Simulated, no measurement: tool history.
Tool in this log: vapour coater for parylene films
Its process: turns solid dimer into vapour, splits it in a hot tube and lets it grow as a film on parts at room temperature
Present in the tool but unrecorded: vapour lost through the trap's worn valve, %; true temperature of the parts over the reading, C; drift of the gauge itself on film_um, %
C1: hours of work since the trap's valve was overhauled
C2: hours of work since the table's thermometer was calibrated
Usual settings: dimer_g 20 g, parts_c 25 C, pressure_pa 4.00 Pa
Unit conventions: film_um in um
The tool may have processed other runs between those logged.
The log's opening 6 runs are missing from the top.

Run 7, hour 364.0: usual settings but pressure_pa 2.97 Pa; C1 454; C2 700. Result: film_um 8.52 um.
Run 8, hour 437.1: usual settings but pressure_pa 2.97 Pa; C1 484; C2 730. Result: film_um 8.45 um.
Run 9, hour 495.5: usual settings; C1 508; C2 754. Result: film_um 8.06 um.
Run 10, hour 560.7: usual settings; C1 535; C2 781. Result: film_um 8.02 um.
Run 11, hour 614.9: usual settings; C1 557; C2 803. Result: film_um 7.98 um.
Run 12, hour 668.6: usual settings but dimer_g 13 g; C1 579; C2 825. Result: film_um 5.20 um.
Run 13, hour 712.0: usual settings but dimer_g 13 g; C1 597; C2 843. Result: film_um 5.15 um.
Run 14, hour 749.0: usual settings but dimer_g 13 g, pressure_pa 11.12 Pa; C1 612; C2 859. Result: film_um 4.29 um.
Run 15, hour 816.3: usual settings; C1 640; C2 886. Result: film_um 7.88 um.
At hour 844.4: trap's valve overhauled.
Run 16, hour 868.9: usual settings but dimer_g 14 g; C1 10; C2 906. Result: film_um 5.35 um.
Run 17, hour 927.6: usual settings but parts_c 24 C; C1 34; C2 931. Result: film_um 7.93 um.
Run 18, hour 986.6: usual settings but parts_c 24 C; C1 59; C2 955. Result: film_um 7.89 um.
Run 19, hour 1040.1: usual settings but parts_c 19 C; C1 81; C2 977. Result: film_um 9.25 um.
Run 20, hour 1107.4: usual settings; C1 109; C2 1005. Result: film_um 7.61 um.
Run 21, hour 1138.3: usual settings; C1 121; C2 1018. Result: film_um 7.49 um.
Run 22, hour 1182.2: usual settings; C1 139; C2 1036. Result: film_um 7.53 um.
At hour 1243.2: table's thermometer calibrated.
Run 23, hour 1258.3: usual settings; C1 170; C2 6. Result: film_um 7.41 um.
At hour 1286.9: trap's valve overhauled, once more.
Run 24, hour 1313.6: usual settings; C1 11; C2 27. Result: film_um 8.32 um.
Run 25, hour 1344.8: usual settings; C1 24; C2 40. Result: film_um 8.38 um.
Run 26, hour 1375.3: usual settings; C1 37; C2 53. Result: film_um 8.28 um.
Run 27, hour 1434.4: usual settings but dimer_g 23 g, parts_c 22 C, pressure_pa 4.67 Pa; C1 61; C2 77. Result: film_um 10.12 um.
Run 28, hour 1490.7: usual settings but dimer_g 33 g, parts_c 34 C; C1 84; C2 100. Result: film_um 10.29 um.
Run 29, hour 1557.0: usual settings but dimer_g 16 g, pressure_pa 2.83 Pa; C1 111; C2 128. Result: film_um 7.14 um.
Run 30, hour 1620.9: usual settings but dimer_g 15 g, parts_c 34 C; C1 138; C2 154. Result: film_um 4.60 um.

What does the tool deliver on the next run?
Run 31, hour 1683.0: usual settings but dimer_g 11 g, parts_c 21 C; C1 163; C2 180. Result: film_um ?.

{"run 31": {"film_um": 5.26}}
Take away the tool's hidden state, keep the run-to-run variation as it was, and the same run would have given film_um 5.33 um.

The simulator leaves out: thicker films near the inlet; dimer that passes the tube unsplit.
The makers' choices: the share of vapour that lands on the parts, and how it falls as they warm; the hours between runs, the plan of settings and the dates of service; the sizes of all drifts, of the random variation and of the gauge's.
